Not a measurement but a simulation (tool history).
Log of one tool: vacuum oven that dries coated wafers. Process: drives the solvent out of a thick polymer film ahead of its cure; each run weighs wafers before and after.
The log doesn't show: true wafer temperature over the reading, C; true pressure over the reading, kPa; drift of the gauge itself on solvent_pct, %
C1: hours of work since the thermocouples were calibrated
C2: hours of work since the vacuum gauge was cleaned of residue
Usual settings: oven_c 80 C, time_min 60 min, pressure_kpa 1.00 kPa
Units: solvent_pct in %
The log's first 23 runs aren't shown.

At day 60.554: vacuum gauge cleaned of residue and calibrated, once more.
Run 24, day 61.092: usual settings but oven_c 66 C, time_min 69 min; C1 206; C2 7. Result: solvent_pct 6.55 %.
Run 25, day 64.767: usual settings but oven_c 76 C, pressure_kpa 1.68 kPa; C1 251; C2 51. Result: solvent_pct 5.04 %.
Run 26, day 66.988: usual settings but time_min 50 min, pressure_kpa 2.03 kPa; C1 277; C2 78. Result: solvent_pct 4.93 %.
Run 27, day 69.483: usual settings but time_min 50 min, pressure_kpa 1.19 kPa; C1 308; C2 108. Result: solvent_pct 3.33 %.
Run 28, day 71.467: usual settings but oven_c 91 C, time_min 38 min, pressure_kpa 1.37 kPa; C1 332; C2 132. Result: solvent_pct 2.01 %.
Run 29, day 73.592: usual settings but oven_c 95 C, time_min 54 min, pressure_kpa 1.27 kPa; C1 357; C2 158. Result: solvent_pct 1.56 %.
Run 30, day 76.879: usual settings but oven_c 75 C, time_min 54 min, pressure_kpa 0.67 kPa; C1 397; C2 198. Result: solvent_pct 3.48 %.
Run 31, day 79.908: usual settings but oven_c 75 C, time_min 54 min, pressure_kpa 0.67 kPa; C1 434; C2 234. Result: solvent_pct 3.51 %.
Run 32, day 82.017: usual settings but oven_c 75 C, time_min 54 min, pressure_kpa 0.67 kPa; C1 459; C2 260. Result: solvent_pct 3.49 %.
Run 33, day 84.296: usual settings but oven_c 82 C, time_min 73 min, pressure_kpa 0.67 kPa; C1 487; C2 287. Result: solvent_pct 1.65 %.
Run 34, day 86.679: usual settings but oven_c 82 C, time_min 73 min, pressure_kpa 0.67 kPa; C1 516; C2 316. Result: solvent_pct 1.66 %.
Run 35, day 88.442: usual settings but time_min 61 min, pressure_kpa 1.01 kPa; C1 537; C2 337. Result: solvent_pct 2.65 %.
Run 36, day 91.467: usual settings but oven_c 92 C, pressure_kpa 1.27 kPa; C1 574; C2 374. Result: solvent_pct 1.82 %.
Run 37, day 93.021: usual settings but oven_c 88 C, time_min 72 min; C1 592; C2 393. Result: solvent_pct 1.67 %.
Run 38, day 95.712: usual settings but oven_c 67 C, time_min 33 min, pressure_kpa 1.52 kPa; C1 625; C2 426. Result: solvent_pct 9.83 %.
Run 39, day 98.112: usual settings but oven_c 66 C, pressure_kpa 2.53 kPa; C1 654; C2 455. Result: solvent_pct 11.01 %.
Run 40, day 100.067: usual settings but oven_c 89 C, time_min 38 min, pressure_kpa 0.70 kPa; C1 678; C2 478. Result: solvent_pct 1.51 %.
Run 41, day 103.567: usual settings but oven_c 89 C, time_min 38 min, pressure_kpa 0.70 kPa; C1 720; C2 521. Result: solvent_pct 1.53 %.
Run 42, day 106.238: usual settings but oven_c 89 C, time_min 38 min, pressure_kpa 3.36 kPa; C1 752; C2 553. Result: solvent_pct 5.07 %.
Run 43, day 107.796: usual settings but oven_c 75 C, time_min 62 min, pressure_kpa 3.39 kPa; C1 771; C2 572. Result: solvent_pct 9.11 %.
Run 44, day 111.442: usual settings but oven_c 70 C, time_min 51 min, pressure_kpa 2.47 kPa; C1 815; C2 616. Result: solvent_pct 9.56 %.
Run 45, day 113.196: usual settings but pressure_kpa 2.58 kPa; C1 837; C2 637. Result: solvent_pct 5.74 %.
Run 46, day 115.550: usual settings but oven_c 94 C, time_min 77 min, pressure_kpa 0.66 kPa; C1 865; C2 666. Result: solvent_pct 0.94 %.

Forecast each of these 4 alternatives for the next run:
Run A, day 118.604: usual settings but oven_c 91 C, time_min 35 min, pressure_kpa 0.50 kPa; C1 902; C2 703. Result: solvent_pct ?.
Run B, day 118.604: usual settings but oven_c 94 C, time_min 71 min, pressure_kpa 2.83 kPa; C1 902; C2 703. Result: solvent_pct ?.
Run C, day 118.604: usual settings but oven_c 67 C, pressure_kpa 1.20 kPa; C1 902; C2 703. Result: solvent_pct ?.
Run D, day 118.604: usual settings but oven_c 93 C, time_min 67 min, pressure_kpa 2.58 kPa; C1 902; C2 703. Result: solvent_pct ?.

run  solvent_pct
  A         1.11
  B         3.52
  C         7.28
  D         3.38
Without the tool's hidden state the same runs would have given:
run  solvent_pct
  A         0.91
  B         3.38
  C         7.14
  D         3.23
